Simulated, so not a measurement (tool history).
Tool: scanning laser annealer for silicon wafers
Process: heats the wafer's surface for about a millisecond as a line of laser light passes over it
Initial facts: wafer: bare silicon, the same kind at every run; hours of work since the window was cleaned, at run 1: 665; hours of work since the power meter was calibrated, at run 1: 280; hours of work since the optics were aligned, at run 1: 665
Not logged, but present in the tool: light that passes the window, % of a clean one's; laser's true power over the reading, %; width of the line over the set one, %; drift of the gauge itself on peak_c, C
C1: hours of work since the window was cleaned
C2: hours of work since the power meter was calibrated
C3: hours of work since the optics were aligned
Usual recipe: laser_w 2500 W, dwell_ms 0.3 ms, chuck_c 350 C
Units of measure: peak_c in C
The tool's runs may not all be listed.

Run 1, hour 0: usual settings; C1 665; C2 280; C3 665. Result: peak_c 1030 C.
Run 2, hour 20.9: usual settings but chuck_c 380 C; C1 676; C2 292; C3 676. Result: peak_c 1063 C.
Run 3, hour 41.3: usual settings but chuck_c 373 C; C1 688; C2 303; C3 688. Result: peak_c 1052 C.
Run 4, hour 84.2: usual settings but chuck_c 373 C; C1 712; C2 328; C3 712. Result: peak_c 1045 C.
At hour 114.6: optics aligned, line set to its width.
At hour 128: window over the wafer cleaned.
Run 5, hour 130.7: usual settings; C1 2; C2 350; C3 8. Result: peak_c 1078 C.
Run 6, hour 155: usual settings; C1 15; C2 364; C3 22. Result: peak_c 1077 C.
Run 7, hour 179.8: usual settings; C1 29; C2 378; C3 36. Result: peak_c 1075 C.
Run 8, hour 203.1: usual settings; C1 43; C2 391; C3 49. Result: peak_c 1074 C.
Run 9, hour 236.4: usual settings; C1 62; C2 410; C3 68. Result: peak_c 1070 C.
Run 10, hour 264.4: usual settings; C1 77; C2 426; C3 84. Result: peak_c 1071 C.
Run 11, hour 290.7: usual settings but dwell_ms 0.325 ms; C1 92; C2 441; C3 99. Result: peak_c 1101 C.
Run 12, hour 323.4: usual settings but laser_w 2653 W, dwell_ms 0.325 ms, chuck_c 371 C; C1 111; C2 459; C3 117. Result: peak_c 1172 C.
Run 13, hour 347.1: usual settings but laser_w 2447 W, dwell_ms 0.349 ms, chuck_c 339 C; C1 124; C2 473; C3 131. Result: peak_c 1092 C.
Run 14, hour 383.6: usual settings but laser_w 2591 W, dwell_ms 0.304 ms, chuck_c 316 C; C1 145; C2 494; C3 152. Result: peak_c 1065 C.
Run 15, hour 409.6: usual settings but laser_w 2496 W, dwell_ms 0.237 ms, chuck_c 383 C; C1 160; C2 508; C3 166. Result: peak_c 1018 C.
Run 16, hour 447.1: usual settings but laser_w 2460 W, dwell_ms 0.276 ms, chuck_c 383 C; C1 181; C2 530; C3 188. Result: peak_c 1053 C.
Run 17, hour 480.8: usual settings but laser_w 2460 W, dwell_ms 0.238 ms, chuck_c 362 C; C1 200; C2 549; C3 207. Result: peak_c 980 C.
Run 18, hour 508.6: usual settings but laser_w 2621 W, dwell_ms 0.317 ms, chuck_c 362 C; C1 216; C2 565; C3 223. Result: peak_c 1135 C.
Run 19, hour 550.9: usual settings but laser_w 2621 W, dwell_ms 0.345 ms, chuck_c 353 C; C1 240; C2 589; C3 247. Result: peak_c 1156 C.
Run 20, hour 570.2: usual settings but laser_w 2603 W, chuck_c 321 C; C1 251; C2 600; C3 258. Result: peak_c 1063 C.
Run 21, hour 607.8: usual settings but laser_w 2652 W, chuck_c 347 C; C1 272; C2 621; C3 279. Result: peak_c 1101 C.

Describe how what the log doesn't record of the tool's condition differs between the last listed run preceding each entry between runs and the first listed run following it.
Runs 4 to 5: optics aligned, line set to its width (hour 114.6); window over the wafer cleaned (hour 128)
  light that passes the window, % of a clean one's: 95.75 -> 99.69; laser's true power over the reading, %: -0.17 -> -0.19; width of the line over the set one, %: 3.37 -> 0.11
  measured less the result without the state, peak_c: -55 -> -5 C
